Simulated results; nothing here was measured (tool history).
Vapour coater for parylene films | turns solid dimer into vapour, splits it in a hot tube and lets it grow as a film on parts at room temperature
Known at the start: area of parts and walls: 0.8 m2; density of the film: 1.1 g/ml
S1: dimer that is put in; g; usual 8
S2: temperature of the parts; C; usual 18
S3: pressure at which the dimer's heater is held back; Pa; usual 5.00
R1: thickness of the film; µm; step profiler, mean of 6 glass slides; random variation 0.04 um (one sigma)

run,hour,S1,S2,S3,R1
1,0.0,8,18,5.00,5.68
2,20.0,8,18,5.00,5.61
3,44.9,8,18,5.00,5.67
4,62.9,8,18,5.00,5.65
5,85.1,8,18,5.00,5.66
# hour 96.1: trap's valve overhauled
6,118.2,8,18,5.00,6.09
7,141.2,8,18,5.00,6.12
8,167.9,8,18,5.00,6.10
9,193.4,8,16,5.00,6.22
10,222.6,8,21,5.00,5.70
11,257.1,8,21,5.00,5.69
12,288.8,8,18,4.42,5.99
13,323.1,5,18,5.00,3.71
14,341.0,5,18,5.00,3.70
15,357.0,5,18,5.00,3.75
16,384.3,8,18,4.83,5.86
17,402.3,8,18,4.83,5.91
18,418.7,8,15,5.00,6.19
19,439.7,8,18,2.59,6.12
20,469.8,8,12,5.00,6.47
21,500.1,8,18,5.00,5.78
22,530.1,8,18,5.00,5.81
23,554.4,8,18,5.00,5.78
24,580.4,5,18,5.00,3.61
25,605.8,5,18,5.00,3.57
26,640.2,5,18,5.00,3.52
27,665.8,8,18,7.12,5.53
28,695.5,4,18,10.92,2.69
29,713.4,5,18,5.00,3.56
# hour 729.3: trap's valve overhauled
30,750.6,5,11,5.00,4.37
31,777.4,5,11,5.00,4.30
32,805.7,5,22,3.04,3.66
33,823.4,8,19,2.02,6.35
34,840.9,8,23,2.46,5.82
35,865.7,4,13,2.46,3.41
36,894.3,10,10,10.40,8.18
37,913.8,9,11,6.74,7.44
38,932.8,4,18,10.67,2.82
39,954.5,4,14,3.70,3.26
40,975.8,8,18,2.81,6.22
41,1002.7,8,26,2.16,5.43
42,1022.3,8,26,2.16,5.43
43,1038.4,5,25,2.11,3.50
# hour 1051.5: table's thermometer calibrated
44,1069.6,3,18,8.66,2.08
45,1086.5,3,18,8.66,2.09
46,1121.7,8,10,5.00,6.63
47,1144.3,8,25,5.00,4.99

Forecast each of these 4 alternatives for the next run:
A,1179.0,9,25,8.07,?
B,1179.0,4,25,5.00,?
C,1179.0,7,14,2.12,?
D,1179.0,13,25,5.00,?

run,R1
A,5.44
B,2.51
C,5.67
D,8.16
Without the tool's hidden state the same runs would have given:
run,R1
A,5.82
B,2.69
C,6.07
D,8.73
